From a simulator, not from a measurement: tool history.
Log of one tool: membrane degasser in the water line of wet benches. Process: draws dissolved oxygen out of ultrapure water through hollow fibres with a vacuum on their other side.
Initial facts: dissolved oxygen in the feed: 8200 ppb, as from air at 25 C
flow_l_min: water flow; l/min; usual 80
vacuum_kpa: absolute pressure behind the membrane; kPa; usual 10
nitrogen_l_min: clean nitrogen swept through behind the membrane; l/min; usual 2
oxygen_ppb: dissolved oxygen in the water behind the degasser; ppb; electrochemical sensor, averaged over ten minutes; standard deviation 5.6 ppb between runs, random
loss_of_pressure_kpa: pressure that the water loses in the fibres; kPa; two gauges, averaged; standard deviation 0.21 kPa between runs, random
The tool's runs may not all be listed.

Run 1, hour 0: usual settings. Result: oxygen_ppb 580.9 ppb, loss_of_pressure_kpa 51.28 kPa.
Run 2, hour 64.9: usual settings but flow_l_min 111 l/min. Result: oxygen_ppb 817.1 ppb, loss_of_pressure_kpa 71.35 kPa.
Run 3, hour 156.9: usual settings but flow_l_min 108 l/min. Result: oxygen_ppb 795 ppb, loss_of_pressure_kpa 69.31 kPa.
Run 4, hour 247.6: usual settings. Result: oxygen_ppb 568.4 ppb, loss_of_pressure_kpa 51.82 kPa.
Run 5, hour 319.6: usual settings but nitrogen_l_min 2.78 l/min. Result: oxygen_ppb 448.5 ppb, loss_of_pressure_kpa 51.74 kPa.
Run 6, hour 397.5: usual settings but flow_l_min 66 l/min. Result: oxygen_ppb 486.4 ppb, loss_of_pressure_kpa 42.84 kPa.
Run 7, hour 451.5: usual settings but flow_l_min 66 l/min. Result: oxygen_ppb 483.6 ppb, loss_of_pressure_kpa 42.85 kPa.
Run 8, hour 547.8: usual settings but nitrogen_l_min 1.39 l/min. Result: oxygen_ppb 731.6 ppb, loss_of_pressure_kpa 51.45 kPa.
Run 9, hour 631.6: usual settings but flow_l_min 66 l/min. Result: oxygen_ppb 477.8 ppb, loss_of_pressure_kpa 42.76 kPa.
Run 10, hour 694.4: usual settings but flow_l_min 66 l/min. Result: oxygen_ppb 487.1 ppb, loss_of_pressure_kpa 42.81 kPa.
Run 11, hour 760.5: usual settings but flow_l_min 66 l/min. Result: oxygen_ppb 479.6 ppb, loss_of_pressure_kpa 42.76 kPa.
Run 12, hour 867.9: usual settings but nitrogen_l_min 1.47 l/min. Result: oxygen_ppb 710.9 ppb, loss_of_pressure_kpa 52.46 kPa.
Run 13, hour 924: usual settings but nitrogen_l_min 1.47 l/min. Result: oxygen_ppb 719.3 ppb, loss_of_pressure_kpa 52.01 kPa.
Run 14, hour 1022.4: usual settings. Result: oxygen_ppb 581.8 ppb, loss_of_pressure_kpa 51.94 kPa.
Run 15, hour 1100.6: usual settings. Result: oxygen_ppb 585 ppb, loss_of_pressure_kpa 51.76 kPa.
Run 16, hour 1214: usual settings but vacuum_kpa 9 kPa. Result: oxygen_ppb 515.5 ppb, loss_of_pressure_kpa 52.08 kPa.
Run 17, hour 1270.2: usual settings but vacuum_kpa 8.8 kPa. Result: oxygen_ppb 495.5 ppb, loss_of_pressure_kpa 52.13 kPa.
Run 18, hour 1324.1: usual settings but vacuum_kpa 8.8 kPa. Result: oxygen_ppb 503 ppb, loss_of_pressure_kpa 52.31 kPa.
Run 19, hour 1405.5: usual settings but vacuum_kpa 15.4 kPa. Result: oxygen_ppb 951.9 ppb, loss_of_pressure_kpa 52.24 kPa.
Run 20, hour 1461.2: usual settings but vacuum_kpa 15.4 kPa. Result: oxygen_ppb 953.5 ppb, loss_of_pressure_kpa 52.31 kPa.
Run 21, hour 1547.3: usual settings but flow_l_min 92 l/min, vacuum_kpa 15.4 kPa, nitrogen_l_min 2.79 l/min. Result: oxygen_ppb 869.4 ppb, loss_of_pressure_kpa 60.08 kPa.
Run 22, hour 1597.7: usual settings but vacuum_kpa 12.4 kPa, nitrogen_l_min 3.93 l/min. Result: oxygen_ppb 453.9 ppb, loss_of_pressure_kpa 52.05 kPa.

Forecast run 23:
Run 23, hour 1695.4: usual settings but vacuum_kpa 16.9 kPa, nitrogen_l_min 1.85 l/min. Result: oxygen_ppb ?, loss_of_pressure_kpa ?.

oxygen_ppb: 1104.4 ppb
loss_of_pressure_kpa: 52.65 kPa
Without the tool's hidden state the same run would have given oxygen_ppb 1074.8 ppb, loss_of_pressure_kpa 50.94 kPa.
